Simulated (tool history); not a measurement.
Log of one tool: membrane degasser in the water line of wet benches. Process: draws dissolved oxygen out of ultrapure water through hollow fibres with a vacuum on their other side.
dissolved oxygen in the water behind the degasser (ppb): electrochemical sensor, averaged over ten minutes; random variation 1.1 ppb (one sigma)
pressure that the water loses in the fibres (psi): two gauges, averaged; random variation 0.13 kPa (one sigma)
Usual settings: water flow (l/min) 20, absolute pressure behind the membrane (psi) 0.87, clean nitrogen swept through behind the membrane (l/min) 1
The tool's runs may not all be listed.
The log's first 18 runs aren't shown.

run	hour	water flow (l/min)	absolute pressure behind the membrane (psi)	clean nitrogen swept through behind the membrane (l/min)	hours since the membrane was changed	hours since the vacuum gauge was calibrated	hours since the vacuum lines were made tight	dissolved oxygen in the water behind the degasser (ppb)	pressure that the water loses in the fibres (psi)
19	964.5	12	0.901	2.78	2800	3437	1262	50.8	3.785
20	1003.8	16	1.49	1.21	2839	3477	1301	246.9	5.073
21	1062.8	16	1.49	1.21	2898	3536	1360	245.7	5.073
22	1121.3	16	1.49	1.21	2956	3594	1419	247.5	5.115
23	1168.3	16	1.49	1.21	3003	3641	1466	246.5	5.055
24	1232.2	30	0.899	0.41	3067	3705	1530	468.3	9.522
25	1293.4	20	0.953	1.27	3128	3766	1591	172.6	6.387
26	1337.4	30	0.676	2.71	3172	3810	1635	139.1	9.49
27	1406.2	18	1.429	1	3241	3879	1704	308.2	5.735
28	1465.9	18	0.814	1.92	3301	3939	1763	95.8	5.72
29	1503.6	18	0.814	1.92	3339	3976	1801	96.9	5.712
30	1535.5	18	0.703	2.02	3370	4008	1833	78.6	5.73
31	1581.9	18	0.703	2.02	3417	4055	1879	78.8	5.726
32	1618.5	25	1.722	1	3453	4091	1916	523.9	7.989

Forecast each of these 3 alternatives for the next run:
A	1652.1	31	0.777	1.06	3487	4125	1949	?	?
B	1652.1	20	1.666	1.83	3487	4125	1949	?	?
C	1652.1	25	1.337	1	3487	4125	1949	?	?

run	dissolved oxygen in the water behind the degasser (ppb)	pressure that the water loses in the fibres (psi)
A	241.7	9.884
B	261.2	6.383
C	395.4	7.983
Without the tool's hidden state the same runs would have given:
run	dissolved oxygen in the water behind the degasser (ppb)	pressure that the water loses in the fibres (psi)
A	222.4	9.586
B	248.8	6.19
C	379	7.742

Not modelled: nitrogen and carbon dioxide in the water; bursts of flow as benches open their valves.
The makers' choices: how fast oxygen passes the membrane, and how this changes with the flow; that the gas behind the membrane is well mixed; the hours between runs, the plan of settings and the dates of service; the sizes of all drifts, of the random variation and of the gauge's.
